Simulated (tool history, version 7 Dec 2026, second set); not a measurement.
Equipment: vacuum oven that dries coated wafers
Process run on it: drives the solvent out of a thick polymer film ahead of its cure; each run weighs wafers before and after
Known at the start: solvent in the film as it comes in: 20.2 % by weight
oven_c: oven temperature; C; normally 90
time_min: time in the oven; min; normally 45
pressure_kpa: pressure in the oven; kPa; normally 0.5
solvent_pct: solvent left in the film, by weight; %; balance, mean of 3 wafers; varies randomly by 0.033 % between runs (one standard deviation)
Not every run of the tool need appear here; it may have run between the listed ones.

run 1 hour=0 | oven_c=90 time_min=45 pressure_kpa=0.5 | solvent_pct=2.83
run 2 hour=34.2 | oven_c=90 time_min=45 pressure_kpa=0.496 | solvent_pct=2.81
run 3 hour=92.1 | oven_c=90 time_min=45 pressure_kpa=0.5 | solvent_pct=2.81
run 4 hour=124.6 | oven_c=90 time_min=45 pressure_kpa=0.5 | solvent_pct=2.82
run 5 hour=176.5 | oven_c=90 time_min=45 pressure_kpa=0.5 | solvent_pct=2.86
run 6 hour=211.7 | oven_c=88 time_min=45 pressure_kpa=0.5 | solvent_pct=3.21
run 7 hour=270.8 | oven_c=90 time_min=45 pressure_kpa=0.5 | solvent_pct=2.83
run 8 hour=312.4 | oven_c=90 time_min=45 pressure_kpa=0.265 | solvent_pct=2.54
run 9 hour=345.3 | oven_c=90 time_min=45 pressure_kpa=0.265 | solvent_pct=2.56
run 10 hour=387 | oven_c=90 time_min=45 pressure_kpa=0.265 | solvent_pct=2.53
run 11 hour=412.6 | oven_c=90 time_min=45 pressure_kpa=0.378 | solvent_pct=2.71
run 12 hour=472.3 | oven_c=90 time_min=27 pressure_kpa=0.378 | solvent_pct=5.17
run 13 hour=529.8 | oven_c=90 time_min=27 pressure_kpa=0.334 | solvent_pct=5.03
-- hour=567.2 oven's thermocouples calibrated
run 14 hour=567.2 | oven_c=99 time_min=45 pressure_kpa=0.5 | solvent_pct=1.52
run 15 hour=602.6 | oven_c=99 time_min=45 pressure_kpa=0.5 | solvent_pct=1.46
run 16 hour=635.1 | oven_c=90 time_min=33 pressure_kpa=0.5 | solvent_pct=4.22
run 17 hour=681.1 | oven_c=90 time_min=33 pressure_kpa=0.5 | solvent_pct=4.16
run 18 hour=720.7 | oven_c=90 time_min=45 pressure_kpa=0.504 | solvent_pct=2.81
-- hour=748 oven's thermocouples calibrated, once more
-- hour=757.5 vacuum gauge cleaned of residue and calibrated
run 19 hour=757.5 | oven_c=90 time_min=45 pressure_kpa=0.504 | solvent_pct=2.75
run 20 hour=797.8 | oven_c=82 time_min=45 pressure_kpa=0.5 | solvent_pct=4.62
run 21 hour=830.3 | oven_c=82 time_min=45 pressure_kpa=0.5 | solvent_pct=4.58
run 22 hour=857.3 | oven_c=90 time_min=59 pressure_kpa=0.5 | solvent_pct=1.79
run 23 hour=893 | oven_c=90 time_min=59 pressure_kpa=0.5 | solvent_pct=1.81
run 24 hour=946.8 | oven_c=80 time_min=45 pressure_kpa=0.461 | solvent_pct=5.01
run 25 hour=971.6 | oven_c=91 time_min=45 pressure_kpa=1.329 | solvent_pct=3.65
run 26 hour=1006.6 | oven_c=90 time_min=45 pressure_kpa=1.249 | solvent_pct=3.77
run 27 hour=1046.2 | oven_c=90 time_min=45 pressure_kpa=1.249 | solvent_pct=3.79
run 28 hour=1076.5 | oven_c=90 time_min=45 pressure_kpa=1.249 | solvent_pct=3.83
run 29 hour=1132.9 | oven_c=90 time_min=73 pressure_kpa=0.781 | solvent_pct=1.74
run 30 hour=1189.6 | oven_c=90 time_min=22 pressure_kpa=0.953 | solvent_pct=6.83
run 31 hour=1229.1 | oven_c=90 time_min=22 pressure_kpa=0.953 | solvent_pct=6.95
run 32 hour=1267 | oven_c=91 time_min=22 pressure_kpa=0.953 | solvent_pct=6.63
run 33 hour=1297 | oven_c=91 time_min=53 pressure_kpa=0.95 | solvent_pct=2.55
run 34 hour=1349.7 | oven_c=102 time_min=35 pressure_kpa=0.355 | solvent_pct=1.52
run 35 hour=1384 | oven_c=102 time_min=35 pressure_kpa=0.355 | solvent_pct=1.52
run 36 hour=1413.6 | oven_c=102 time_min=35 pressure_kpa=0.355 | solvent_pct=1.53
run 37 hour=1446.3 | oven_c=78 time_min=49 pressure_kpa=0.5 | solvent_pct=5.21
run 38 hour=1505.7 | oven_c=78 time_min=49 pressure_kpa=0.5 | solvent_pct=5.31
run 39 hour=1563 | oven_c=91 time_min=49 pressure_kpa=1.072 | solvent_pct=3.08
run 40 hour=1612.8 | oven_c=91 time_min=49 pressure_kpa=1.072 | solvent_pct=3.05
run 41 hour=1641.9 | oven_c=91 time_min=45 pressure_kpa=0.5 | solvent_pct=2.49
run 42 hour=1686.7 | oven_c=91 time_min=45 pressure_kpa=0.5 | solvent_pct=2.63
run 43 hour=1714.7 | oven_c=91 time_min=45 pressure_kpa=1.137 | solvent_pct=3.4
run 44 hour=1748.3 | oven_c=91 time_min=45 pressure_kpa=1.137 | solvent_pct=3.4
run 45 hour=1786.1 | oven_c=81 time_min=48 pressure_kpa=0.408 | solvent_pct=4.35
run 46 hour=1835 | oven_c=101 time_min=55 pressure_kpa=0.5 | solvent_pct=0.96

Predict each of these 4 candidate next runs independently; none follows another, all start after run 46:
run A hour=1863.1 | oven_c=101 time_min=55 pressure_kpa=1.044 | solvent_pct=?
run B hour=1863.1 | oven_c=101 time_min=31 pressure_kpa=0.257 | solvent_pct=?
run C hour=1863.1 | oven_c=85 time_min=55 pressure_kpa=1.944 | solvent_pct=?
run D hour=1863.1 | oven_c=93 time_min=48 pressure_kpa=0.252 | solvent_pct=?

run=A solvent_pct=1.52
run=B solvent_pct=2
run=C solvent_pct=5.45
run=D solvent_pct=1.69
Without the tool's unlogged condition, the same runs would have read:
run=A solvent_pct=1.39
run=B solvent_pct=1.92
run=C solvent_pct=5.31
run=D solvent_pct=1.54
